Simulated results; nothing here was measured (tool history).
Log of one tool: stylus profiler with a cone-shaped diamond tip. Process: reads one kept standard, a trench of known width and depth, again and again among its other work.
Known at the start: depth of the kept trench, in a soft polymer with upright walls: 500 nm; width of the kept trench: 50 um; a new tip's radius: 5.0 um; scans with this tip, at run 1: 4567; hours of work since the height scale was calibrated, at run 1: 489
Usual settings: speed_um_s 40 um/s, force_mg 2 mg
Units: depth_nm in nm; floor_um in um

run	day	speed_um_s	force_mg	scans with this tip	hours of work since the height scale was calibrated	depth_nm	floor_um
1	0	40	2	4567	489	502.54	44.96
2	2.271	40	2	4934	528	502.48	44.87
3	5.225	40	2	5412	579	502.33	44.84
4	7.308	40	2	5749	615	502.48	44.86
5	8.762	40	2	5985	640	502.53	44.83
6	10.321	40	2	6237	667	502.5	44.77
7	11.879	40	3.16	6489	694	503.61	44.84
8	14.638	40	2	6936	742	502.4	44.72
9	16.767	40	4.67	7281	779	504.62	44.79
10	18.721	40	4.67	7597	813	504.55	44.73
11	20.208	40	1.69	7838	839	502.01	44.59
12	21.679	92	2	8076	864	502.22	44.44
13	24.242	92	2	8490	908	502.23	44.4
14	25.917	40	2	8761	937	502.3	44.54
15	27.996	156	2	9098	973	502.24	43.98
16	29.971	156	2	9418	1008	502.08	43.95
17	31.492	156	2	9664	1034	502.25	43.96
18	34.438	26	2	10141	1085	501.97	44.53
19	35.942	26	2	10384	1111	502.05	44.43
20	38.667	26	2	10825	1158	501.99	44.48
# day 38.896: height scale calibrated on a step standard
21	40.438	40	2	11108	27	501.61	44.33
22	42.5	40	2	11442	62	501.59	44.35
23	43.762	14	2	11646	84	501.38	44.43
24	45.383	33	0.79	11909	112	500.24	44.25
25	47.012	33	0.79	12172	141	500.06	44.25
26	48.871	33	0.79	12473	173	500.12	44.15
27	50.504	33	0.79	12737	201	500.01	44.15
# day 50.75: height scale calibrated on a step standard, once more
28	52.758	92	3	13099	35	503.66	44.01
29	54.788	92	3	13427	70	503.65	43.99
30	55.996	11	3.82	13623	91	504.2	44.31
31	58.029	23	1.68	13952	126	502.29	44.19
32	60.588	23	1.68	14366	170	502.36	44.11
33	63.092	23	1.68	14771	214	502.13	44.16
34	64.554	12	0.7	15008	239	500.94	44.16
35	67.471	50	1.66	15480	290	502.06	43.9
36	68.988	11	3.23	15725	316	503.49	44.14
37	70.396	36	3.02	15953	340	503.26	44.1
38	72.025	27	1.3	16217	368	501.76	43.98
39	73.638	27	1.3	16478	396	501.66	43.96
40	75.242	64	2.49	16738	424	502.77	43.76
41	77.625	86	5.17	17123	465	505	43.85
42	79.238	86	5.17	17384	493	505.03	43.85
43	80.904	32	4.9	17654	522	504.73	43.96
44	82.933	32	4.9	17982	557	504.77	43.93
45	85.679	27	4.94	18427	605	504.72	43.91

4 ways to go on from here, each from the tool as it stands after run 45. What would each give?
A	88.404	40	3.48	18868	652	?	?
B	88.404	59	5.48	18868	652	?	?
C	88.404	22	2.03	18868	652	?	?
D	88.404	43	1.15	18868	652	?	?

run	depth_nm	floor_um
A	503.54	43.81
B	504.97	43.76
C	502.06	43.84
D	501.48	43.71
Without the tool's hidden state the same runs would have given:
run	depth_nm	floor_um
A	504.23	45.51
B	505.66	45.46
C	502.74	45.54
D	502.17	45.41
